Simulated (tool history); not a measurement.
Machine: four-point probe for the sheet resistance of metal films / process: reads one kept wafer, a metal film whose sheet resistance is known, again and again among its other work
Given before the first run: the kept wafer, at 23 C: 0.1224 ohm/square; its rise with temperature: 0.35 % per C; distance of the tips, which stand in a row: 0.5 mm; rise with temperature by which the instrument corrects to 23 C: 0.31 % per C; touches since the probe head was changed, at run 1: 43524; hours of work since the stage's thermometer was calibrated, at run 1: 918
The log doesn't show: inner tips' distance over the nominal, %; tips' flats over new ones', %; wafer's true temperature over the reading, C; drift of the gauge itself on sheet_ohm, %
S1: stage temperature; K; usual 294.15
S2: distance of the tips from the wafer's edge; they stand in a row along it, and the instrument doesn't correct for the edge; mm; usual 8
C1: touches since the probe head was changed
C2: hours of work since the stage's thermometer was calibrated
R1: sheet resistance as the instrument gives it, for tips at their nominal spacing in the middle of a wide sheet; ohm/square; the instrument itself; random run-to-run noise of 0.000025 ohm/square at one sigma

run,hour,S1,S2,C1,C2,R1
1,0.0,294.15,8,43524,918,0.122763
2,74.9,294.15,8,46270,972,0.122829
3,140.5,294.15,8,48676,1019,0.122829
4,215.0,294.15,8,51407,1072,0.122895
5,275.4,294.15,8,53623,1115,0.122831
6,328.4,294.15,23,55568,1153,0.122673
7,383.0,302.15,8,57569,1192,0.123339
8,433.3,294.15,13,59413,1228,0.122797
# hour 473.2: stage's thermometer calibrated
9,493.9,298.15,8,61617,15,0.122981
10,550.3,292.15,8,63687,55,0.122738
# hour 603.6: new probe head fitted
11,616.3,292.15,8,465,102,0.121937
12,669.7,292.15,8,2424,140,0.121907
13,707.5,292.15,8,3809,167,0.121945
14,758.8,292.15,8,5693,204,0.121954
15,790.3,292.15,8,6845,226,0.122003
16,838.7,301.15,16,8622,261,0.122264
17,871.4,306.15,58,9821,284,0.122407
18,916.6,302.15,34,11479,317,0.122250
19,972.5,307.15,34,13529,357,0.122522
20,1042.1,307.15,34,16080,406,0.122531
21,1116.7,307.15,34,18818,460,0.122604
22,1153.8,300.15,3,20178,486,0.124103
23,1219.7,301.15,11,22595,533,0.122420
24,1276.0,301.15,11,24657,574,0.122540
25,1349.5,301.15,11,27352,626,0.122524
26,1385.9,304.15,4,28689,652,0.123541
27,1437.3,295.15,38,30574,689,0.122148

Selected run-to-run steps in R1, each split into two signed amounts: the part the tool would show with no hidden state at all (from settings, incoming material and random variation), and the remainder, which goes to the hidden state together with any gauge scatter not common to the measured and the hidden-state-free results:
Run 8 -> 9: S1 294.15 -> 298.15, S2 13 -> 8, stage's thermometer calibrated. R1 +0.000184 ohm/square: hidden state -0.000112, all else +0.000296.
Run 10 -> 11: new probe head fitted. R1 -0.000801 ohm/square: hidden state -0.000847, all else +0.000046.
Run 21 -> 22: S1 307.15 -> 300.15, S2 34 -> 3. R1 +0.001499 ohm/square: hidden state +0.000011, all else +0.001488.
Run 22 -> 23: S1 300.15 -> 301.15, S2 3 -> 11. R1 -0.001683 ohm/square: hidden state +0.000031, all else -0.001714.
